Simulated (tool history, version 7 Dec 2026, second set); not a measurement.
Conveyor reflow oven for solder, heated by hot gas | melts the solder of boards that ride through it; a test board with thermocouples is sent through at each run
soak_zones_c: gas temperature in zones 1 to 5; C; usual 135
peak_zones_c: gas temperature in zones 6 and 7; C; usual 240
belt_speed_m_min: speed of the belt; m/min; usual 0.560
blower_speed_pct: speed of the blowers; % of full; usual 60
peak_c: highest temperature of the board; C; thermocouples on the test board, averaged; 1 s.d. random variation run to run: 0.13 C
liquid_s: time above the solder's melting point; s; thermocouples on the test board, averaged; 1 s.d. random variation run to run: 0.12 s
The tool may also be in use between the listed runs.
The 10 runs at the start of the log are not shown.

run,hour,soak_zones_c,peak_zones_c,belt_speed_m_min,blower_speed_pct,peak_c,liquid_s
11,115.5,135,240,0.560,60,225.7,70.3
12,122.7,135,240,0.560,60,225.6,70.5
# hour 135.2: flux residue cleaned out of gas plates and filters
13,141.3,135,240,0.560,60,224.8,69.7
14,156.8,135,240,0.560,60,224.8,69.8
15,167.9,135,240,0.560,60,224.7,69.7
16,183.6,135,236,0.548,60,222.0,69.0
17,193.7,135,236,0.548,60,221.9,69.2
18,203.7,135,236,0.548,60,221.9,69.1
# hour 214.4: flux residue cleaned out of gas plates and filters, once more
19,217.0,135,240,0.597,60,225.1,65.6
20,224.2,124,240,0.597,60,223.6,61.0

Run 21 has not been measured yet. What should we expect?
21,231.5,135,240,0.584,82,?,?

peak_c: 229.8 C
liquid_s: 70.7 s
Without the tool's hidden state the same run would have given peak_c 228.9 C, liquid_s 70.0 s.
